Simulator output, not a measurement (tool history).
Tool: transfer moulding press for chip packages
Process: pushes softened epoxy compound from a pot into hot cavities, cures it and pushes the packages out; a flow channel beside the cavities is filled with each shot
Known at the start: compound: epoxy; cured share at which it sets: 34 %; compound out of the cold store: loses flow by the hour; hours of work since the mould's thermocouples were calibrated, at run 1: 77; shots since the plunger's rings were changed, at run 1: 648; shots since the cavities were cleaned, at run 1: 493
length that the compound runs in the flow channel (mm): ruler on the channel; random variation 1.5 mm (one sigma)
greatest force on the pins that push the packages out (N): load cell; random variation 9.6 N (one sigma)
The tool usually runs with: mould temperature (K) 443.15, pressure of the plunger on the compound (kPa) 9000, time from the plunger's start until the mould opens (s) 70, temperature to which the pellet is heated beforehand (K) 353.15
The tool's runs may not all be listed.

| run | day | mould temperature (K) | pressure of the plunger on the compound (kPa) | time from the plunger's start until the mould opens (s) | temperature to which the pellet is heated beforehand (K) | hours of work since the mould's thermocouples were calibrated | shots since the plunger's rings were changed | shots since the cavities were cleaned | incoming compound's hours out of the cold store | length that the compound runs in the flow channel (mm) | greatest force on the pins that push the packages out (N) |
|---|---|---|---|---|---|---|---|---|---|---|---|
| 1 | 0 | 443.15 | 9000 | 70 | 353.15 | 77 | 648 | 493 | 41.3 | 594 | 680 |
|  | 0.404 | cavities cleaned with cleaning compound and waxed |
| 2 | 0.538 | 443.15 | 9000 | 70 | 353.15 | 85 | 825 | 50 | 43.1 | 590 | 840 |
| 3 | 1.217 | 443.15 | 9000 | 70 | 353.15 | 96 | 1077 | 302 | 11.2 | 637 | 901 |
|  | 1.733 | cavities cleaned with cleaning compound and waxed, once more |
| 4 | 2.088 | 443.15 | 9000 | 70 | 343.15 | 110 | 1378 | 132 | 32.2 | 605 | 534 |
| 5 | 2.492 | 443.15 | 9000 | 70 | 344.15 | 117 | 1528 | 282 | 38.9 | 597 | 635 |
| 6 | 3.271 | 443.15 | 9000 | 70 | 360.15 | 130 | 1817 | 571 | 26.7 | 609 | 700 |
|  | 3.504 | cavities cleaned with cleaning compound and waxed |
| 7 | 3.692 | 443.15 | 9000 | 70 | 360.15 | 136 | 1951 | 70 | 28.7 | 606 | 494 |
| 8 | 4.079 | 443.15 | 9000 | 70 | 353.15 | 142 | 2096 | 215 | 27.7 | 607 | 586 |
| 9 | 4.617 | 443.15 | 9000 | 70 | 353.15 | 151 | 2295 | 414 | 38.6 | 592 | 667 |
|  | 5.288 | cavities cleaned with cleaning compound and waxed |
| 10 | 5.483 | 443.15 | 9000 | 70 | 344.15 | 164 | 2595 | 74 | 13.2 | 630 | 530 |
| 11 | 6.008 | 443.15 | 9000 | 70 | 344.15 | 173 | 2789 | 268 | 36.2 | 592 | 608 |
|  | 6.488 | plunger's sealing rings changed |
| 12 | 6.867 | 443.15 | 9000 | 70 | 344.15 | 186 | 141 | 549 | 36 | 605 | 720 |
|  | 7.117 | cavities cleaned with cleaning compound and waxed |
| 13 | 7.362 | 438.15 | 9000 | 70 | 354.15 | 193 | 302 | 92 | 11.8 | 659 | 798 |
| 14 | 7.738 | 438.15 | 9460 | 99 | 354.15 | 199 | 442 | 232 | 11.8 | 675 | 461 |
| 15 | 8.304 | 438.15 | 9460 | 99 | 354.15 | 208 | 652 | 442 | 42.8 | 625 | 534 |
|  | 8.838 | cavities cleaned with cleaning compound and waxed |
| 16 | 9.071 | 438.15 | 9460 | 99 | 354.15 | 220 | 914 | 87 | 46.9 | 616 | 376 |
| 17 | 9.696 | 438.15 | 9460 | 98 | 354.15 | 231 | 1146 | 319 | 44.4 | 617 | 495 |
| 18 | 10.392 | 438.15 | 9460 | 98 | 354.15 | 242 | 1404 | 577 | 15.8 | 660 | 564 |
|  | 10.608 | cavities cleaned with cleaning compound and waxed |
| 19 | 11.221 | 436.15 | 9460 | 98 | 354.15 | 255 | 1690 | 228 | 31.4 | 645 | 488 |
| 20 | 11.725 | 436.15 | 9460 | 98 | 349.15 | 263 | 1878 | 416 | 34.7 | 640 | 556 |

Estimate the outcome of run 21 from the log above:
|  | 12.383 | cavities cleaned with cleaning compound and waxed |
| 21 | 12.396 | 436.15 | 9460 | 53 | 353.15 | 273 | 2104 | 5 | 27 | ? | ? |

length that the compound runs in the flow channel (mm): 647
greatest force on the pins that push the packages out (N): 1323
With the hidden condition absent and the run-to-run variation left alone, this run would have shown length that the compound runs in the flow channel (mm) 658, greatest force on the pins that push the packages out (N) 1314.
